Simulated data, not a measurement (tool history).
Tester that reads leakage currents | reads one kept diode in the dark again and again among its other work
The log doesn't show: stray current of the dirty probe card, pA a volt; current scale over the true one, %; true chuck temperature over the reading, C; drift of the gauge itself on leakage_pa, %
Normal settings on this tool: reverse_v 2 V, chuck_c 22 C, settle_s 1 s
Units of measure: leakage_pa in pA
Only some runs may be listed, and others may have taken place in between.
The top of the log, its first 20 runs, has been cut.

run    hour  reverse_v  chuck_c  settle_s  hours of work since the probe card was cleaned  hours of work since the tester was calibrated  hours of work since the chuck was calibrated  leakage_pa
 21  1589.2          2       38         1                                             323                                           2004                                           330      132.12
 22  1666.1          2       39      2.47                                             375                                           2057                                           382      142.56
     1725.8  -- tester calibrated
 23    1774        4.1       57      1.06                                             448                                             33                                           455      889.14
 24  1823.7       1.39       22      4.67                                             482                                             67                                           489       26.41
 25  1896.2       2.91       34      0.99                                             531                                            117                                           538      112.84
 26  1981.3       3.37       53      3.96                                             589                                            175                                           596      597.55
 27  2066.7       2.08       34      3.96                                             648                                            233                                           655       96.72
 28  2173.4       2.08       34      3.96                                             721                                            306                                           728       96.99
 29    2237       2.08       34      3.96                                             764                                            350                                           771       98.05
 30  2284.4       2.08       21      3.96                                             797                                            382                                           804       29.53
 31    2363       5.78       33      0.54                                             850                                            436                                           858      144.41
 32  2416.4       1.61       40      4.83                                             887                                            472                                           894      148.85
 33  2501.9       1.37       22      3.68                                             945                                            531                                           953       27.28

The next listed run, before its measurement:
 34  2582.6       4.21       49      7.79                                            1001                                            586                                          1008           ?

leakage_pa: 483.34 pA
With the hidden condition absent and the run-to-run variation left alone, this run would have shown leakage_pa 458.21 pA.

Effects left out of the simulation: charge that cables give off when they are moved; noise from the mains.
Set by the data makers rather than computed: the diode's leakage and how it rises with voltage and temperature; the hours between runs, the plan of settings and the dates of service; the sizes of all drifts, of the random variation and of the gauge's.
